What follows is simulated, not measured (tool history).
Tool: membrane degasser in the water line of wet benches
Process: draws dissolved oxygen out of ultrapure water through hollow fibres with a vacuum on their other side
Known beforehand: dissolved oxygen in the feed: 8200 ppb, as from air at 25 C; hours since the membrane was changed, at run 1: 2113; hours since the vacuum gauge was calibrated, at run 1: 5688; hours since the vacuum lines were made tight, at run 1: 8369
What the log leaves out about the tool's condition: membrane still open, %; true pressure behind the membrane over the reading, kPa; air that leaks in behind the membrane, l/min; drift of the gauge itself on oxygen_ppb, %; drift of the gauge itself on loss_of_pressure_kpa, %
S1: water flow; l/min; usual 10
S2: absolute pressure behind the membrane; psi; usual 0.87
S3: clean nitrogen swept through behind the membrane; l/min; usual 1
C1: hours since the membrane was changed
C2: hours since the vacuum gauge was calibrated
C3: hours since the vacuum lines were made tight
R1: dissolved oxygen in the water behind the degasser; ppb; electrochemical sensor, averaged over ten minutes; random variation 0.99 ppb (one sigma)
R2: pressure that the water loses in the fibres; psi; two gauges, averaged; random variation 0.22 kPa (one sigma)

run,hour,S1,S2,S3,C1,C2,C3,R1,R2
1,0,10,0.87,1,2113,5688,8369,105.2,8.048
2,175.2,10,0.87,1,2288,5863,8545,108.3,8.076
3,309.9,10,0.87,1,2423,5998,8679,106.4,8.041
4,450.3,10,0.87,1,2563,6138,8820,106.9,8.099
5,578.8,10,0.87,1,2692,6267,8948,106.8,8.055
6,702.5,10,0.87,1,2815,6391,9072,106.4,8.083
7,813.1,10,1.041,1,2926,6501,9183,137.6,8.092
8,990.7,10,1.041,1,3104,6679,9360,133.9,8.124
9,1161.2,10,1.041,1,3274,6849,9531,136,8.108
10,1313.7,10,1.041,1,3427,7002,9683,136.2,8.052
11,1463.1,10,0.693,1,3576,7151,9833,79.8,8.095
12,1632.5,10,0.87,1,3745,7321,10002,107.2,8.179
# hour 1690.4: vacuum gauge calibrated
13,1736,10,0.87,1,3848,46,10105,109.8,8.119
14,1900.1,10,0.57,1,4012,210,10269,62.7,8.108
15,2033.6,10,0.57,1,4146,343,10403,63,8.153
16,2151.5,10,0.87,0.68,4264,461,10520,147.7,8.192
17,2360,9,0.96,2.36,4472,670,10729,59,7.364
18,2548.5,9,0.96,2.36,4661,858,10917,60,7.384
19,2677.3,13,2.164,1.8,4790,987,11046,300.9,10.637
20,2886.2,13,2.164,1.8,4999,1196,11255,299.4,10.628
# hour 2930.9: vacuum gauge calibrated, once more
21,3060.3,13,2.164,1.8,5172,129,11429,285.6,10.575
22,3211.5,6,0.87,0.42,5323,281,11580,99.6,4.885
23,3411.1,12,0.863,0.77,5523,480,11780,163.9,9.787
# hour 3559.8: seals of the vacuum lines changed
24,3594.1,12,0.863,0.77,5704,661,34,161.7,9.831
25,3777.2,9,0.87,1,5887,844,217,82.4,7.439
26,3868,14,1.368,2.66,5978,935,308,185.2,11.42
27,4017.2,11,0.87,1,6127,1084,457,121.8,9.065
28,4212.3,7,1.044,0.64,6322,1279,652,111,5.757
29,4406.6,7,0.972,0.69,6516,1474,847,91.9,5.73
30,4628.4,12,0.976,2.51,6738,1696,1069,111.3,9.916
31,4750.5,12,0.976,2.51,6860,1818,1191,108.4,9.905
32,4865.5,13,2.083,2.25,6975,1933,1306,244.3,10.721

Branching from run 32: 3 alternative next runs. What would each branch give?
A,5034.5,8,2.083,2.25,7144,2102,1475,?,?
B,5034.5,11,1.308,0.96,7144,2102,1475,?,?
C,5034.5,9,0.727,0.97,7144,2102,1475,?,?

run,R1,R2
A,110,6.618
B,202.7,9.132
C,65,7.487
Stripped of hidden state, with their random variation kept, the same runs would have yielded:
run,R1,R2
A,105.8,6.389
B,192.1,8.817
C,58.7,7.227
